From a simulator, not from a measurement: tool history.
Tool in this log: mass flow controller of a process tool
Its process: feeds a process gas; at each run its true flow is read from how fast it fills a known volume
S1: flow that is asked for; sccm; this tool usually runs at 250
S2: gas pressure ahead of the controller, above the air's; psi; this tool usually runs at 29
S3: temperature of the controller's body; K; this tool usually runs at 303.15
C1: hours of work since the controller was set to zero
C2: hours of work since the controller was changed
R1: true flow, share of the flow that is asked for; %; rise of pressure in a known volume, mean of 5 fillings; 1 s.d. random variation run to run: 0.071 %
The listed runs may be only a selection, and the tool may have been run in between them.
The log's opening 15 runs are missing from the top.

| run | hour | S1 | S2 | S3 | C1 | C2 | R1 |
|---|---|---|---|---|---|---|---|
| 16 | 4375.6 | 250 | 29 | 297.15 | 5670 | 5670 | 99.67 |
| 17 | 4747.8 | 250 | 29 | 303.15 | 5861 | 5861 | 100.27 |
| 18 | 4955.1 | 250 | 29 | 303.15 | 5968 | 5968 | 100.25 |
| 19 | 5165.5 | 82 | 29 | 303.15 | 6077 | 6077 | 99.9 |
| 20 | 5419.7 | 82 | 29 | 303.15 | 6208 | 6208 | 99.98 |
| 21 | 5773.6 | 250 | 29 | 303.15 | 6390 | 6390 | 100.35 |
| 22 | 6011.9 | 250 | 29 | 303.15 | 6513 | 6513 | 100.18 |
| 23 | 6249.9 | 250 | 29 | 303.15 | 6635 | 6635 | 100.24 |
|  | 6396.9 | controller's zero set anew |
| 24 | 6437.3 | 250 | 29 | 303.15 | 21 | 6731 | 100.17 |
| 25 | 6767.2 | 89 | 29.3 | 303.15 | 191 | 6901 | 99.9 |
| 26 | 7001.6 | 79 | 30.7 | 303.15 | 311 | 7022 | 99.95 |
| 27 | 7412.6 | 79 | 30.7 | 303.15 | 523 | 7234 | 100.19 |
| 28 | 7643.8 | 79 | 32.1 | 299.15 | 642 | 7353 | 99.59 |
| 29 | 7907.7 | 60 | 20.5 | 303.15 | 778 | 7489 | 100.05 |
| 30 | 8121.7 | 84 | 20.5 | 295.15 | 888 | 7599 | 99.34 |
| 31 | 8353.3 | 84 | 23.8 | 295.15 | 1008 | 7718 | 99.29 |
| 32 | 8717.3 | 84 | 23.8 | 295.15 | 1195 | 7906 | 99.17 |
| 33 | 8893.3 | 84 | 23.8 | 295.15 | 1286 | 7996 | 99.28 |
| 34 | 9089.4 | 224 | 33.8 | 305.15 | 1387 | 8098 | 100.42 |

Expected results for the next run?
| 35 | 9461.8 | 267 | 37 | 309.15 | 1579 | 8289 | ? |

R1: 100.83 %
Were there no unlogged condition in the tool, this run, its random variation unchanged, would have produced R1 100.81 %.

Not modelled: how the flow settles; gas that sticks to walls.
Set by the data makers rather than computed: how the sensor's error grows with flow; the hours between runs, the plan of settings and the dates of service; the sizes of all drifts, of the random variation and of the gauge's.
